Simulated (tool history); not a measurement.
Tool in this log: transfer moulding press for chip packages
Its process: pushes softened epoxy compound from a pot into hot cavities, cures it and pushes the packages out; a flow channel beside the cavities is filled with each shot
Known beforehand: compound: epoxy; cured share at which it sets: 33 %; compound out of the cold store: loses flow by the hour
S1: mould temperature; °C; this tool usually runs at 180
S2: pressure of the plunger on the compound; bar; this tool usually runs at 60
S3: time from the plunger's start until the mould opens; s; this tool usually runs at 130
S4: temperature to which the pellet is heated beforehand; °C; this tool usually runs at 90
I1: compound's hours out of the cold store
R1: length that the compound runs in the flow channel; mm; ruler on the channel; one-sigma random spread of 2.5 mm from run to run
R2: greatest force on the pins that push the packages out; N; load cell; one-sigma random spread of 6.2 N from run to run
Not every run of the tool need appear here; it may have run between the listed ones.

run   hour   S1    S2   S3   S4    I1   R1   R2
  1      0  180    60  130   90  26.5  520  290
  2   31.2  180    60  130   90  25.9  517  311
      49.5  -- cavities cleaned with cleaning compound and waxed
  3   78.9  180    60  130   90  45.6  473  271
  4  110.9  180    60  130   90  14.9  544  311
     136.7  -- cavities cleaned with cleaning compound and waxed
  5  145.8  180    60  130   90  43.7  477  250
  6  174.7  180    60  130   90  41.8  475  292
  7  217.4  180    60  130   90  12.9  541  331
       224  -- cavities cleaned with cleaning compound and waxed
  8    239  180    60  130   90  24.7  508  277
  9  259.9  180    60  130   90  30.1  502  285
 10  286.5  180    60  130   90  21.4  519  321
     310.8  -- cavities cleaned with cleaning compound and waxed
     324.5  -- plunger's sealing rings changed
 11  327.2  180    60  130   90  21.4  538  257
 12  359.3  180    60  130   90  31.5  517  300
 13  384.2  180  48.2  130   90  16.1  492  302
     399.7  -- cavities cleaned with cleaning compound and waxed
 14  433.1  180    60  130   90  30.3  513  284
 15  463.5  187    60  137   90  26.5  514  274
     487.4  -- cavities cleaned with cleaning compound and waxed
 16  504.6  175    48  137   97  46.8  433  292
 17  539.9  174  71.3  137   96   9.6  618  369
       576  -- cavities cleaned with cleaning compound and waxed
 18  582.2  174  71.3  137   96  39.4  539  268
     586.5  -- mould's thermocouples calibrated
 19  625.8  188  50.1  142   89    26  466  266
 20  649.6  188  50.1  142   89  28.6  459  279
     663.4  -- cavities cleaned with cleaning compound and waxed
 21  682.6  180  61.4  140   90  14.5  550  262
 22  715.5  180    60  130   98  19.4  524  300
       751  -- cavities cleaned with cleaning compound and waxed
 23    753  180  54.2  158   90  25.8  488  218
 24  800.1  180  54.2  120   84  17.4  503  325
 25  830.5  181    60  130   90  24.5  509  313
     839.6  -- cavities cleaned with cleaning compound and waxed
     845.5  -- mould's thermocouples calibrated, once more
 26  874.7  174  74.1  140  100  10.3  614  336
     911.4  -- plunger's sealing rings changed
 27  924.2  184    60  113   90  45.1  480  334

3 options for the next run, each taken on its own from the tool as it stands now. Forecast them:
     929.9  -- cavities cleaned with cleaning compound and waxed
  A  970.2  180    48  130  90  27.8   ?   ?
     929.9  -- cavities cleaned with cleaning compound and waxed
  B  970.2  183  52.9  113  84  23.9   ?   ?
     929.9  -- cavities cleaned with cleaning compound and waxed
  C  970.2  184  69.9  133  88  47.7   ?   ?

run   R1   R2
  A  465  293
  B  495  305
  C  509  261
With no hidden state in the tool, these same runs would have given:
run   R1   R2
  A  468  234
  B  498  244
  C  512  207

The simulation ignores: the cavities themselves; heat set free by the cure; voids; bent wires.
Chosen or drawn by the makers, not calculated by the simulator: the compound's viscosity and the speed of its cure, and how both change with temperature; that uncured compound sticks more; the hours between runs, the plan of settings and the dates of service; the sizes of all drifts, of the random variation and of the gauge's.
